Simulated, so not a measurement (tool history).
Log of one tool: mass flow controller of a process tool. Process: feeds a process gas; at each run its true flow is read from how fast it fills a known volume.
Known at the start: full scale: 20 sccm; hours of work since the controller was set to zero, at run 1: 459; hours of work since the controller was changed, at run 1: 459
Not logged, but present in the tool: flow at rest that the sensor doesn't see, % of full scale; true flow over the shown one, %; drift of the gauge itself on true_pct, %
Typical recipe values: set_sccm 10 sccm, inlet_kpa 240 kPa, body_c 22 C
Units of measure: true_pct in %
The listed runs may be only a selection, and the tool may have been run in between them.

run	hour	set_sccm	inlet_kpa	body_c	hours of work since the controller was set to zero	hours of work since the controller was changed	true_pct
1	0.0	10	240	22	459	459	98.95
2	120.1	10	240	22	502	502	99.00
3	254.0	10	240	25	550	550	98.92
4	415.0	10	240	25	608	608	98.89
5	524.2	10	240	25	647	647	98.85
6	622.2	10	240	22	682	682	99.02
7	840.8	10	240	22	760	760	99.33
8	960.3	10	240	22	803	803	99.13
9	1166.3	10	240	22	877	877	99.19
10	1375.3	10	240	26	952	952	98.85
11	1551.6	10	240	26	1015	1015	98.82
12	1731.3	10	240	22	1079	1079	99.44
13	1954.9	10	240	22	1159	1159	99.30
14	2135.6	6	240	32	1224	1224	98.49
15	2302.7	6	240	32	1284	1284	98.31
16	2397.2	6	211	27	1318	1318	99.09
17	2570.4	6	227	30	1380	1380	98.75
18	2721.4	6	156	22	1434	1434	99.83
19	2825.0	15	161	22	1471	1471	100.39
20	2995.6	15	161	22	1532	1532	100.65
21	3209.8	16	165	36	1609	1609	99.59
22	3320.1	4	240	30	1648	1648	98.93
23	3488.7	4	178	25	1709	1709	99.98
24	3608.2	4	178	25	1752	1752	99.96
25	3794.6	3	216	23	1818	1818	100.34
26	4006.2	8	220	28	1894	1894	99.43

What would each run have given without the hidden state, its run-to-run variation left as it was?
run	true_pct
1	98.61
2	98.63
3	98.51
4	98.45
5	98.38
6	98.54
7	98.80
8	98.57
9	98.59
10	98.20
11	98.13
12	98.71
13	98.53
14	97.41
15	97.18
16	97.93
17	97.54
18	98.57
19	99.58
20	99.81
21	98.74
22	97.05
23	98.03
24	97.97
25	97.79
26	98.05
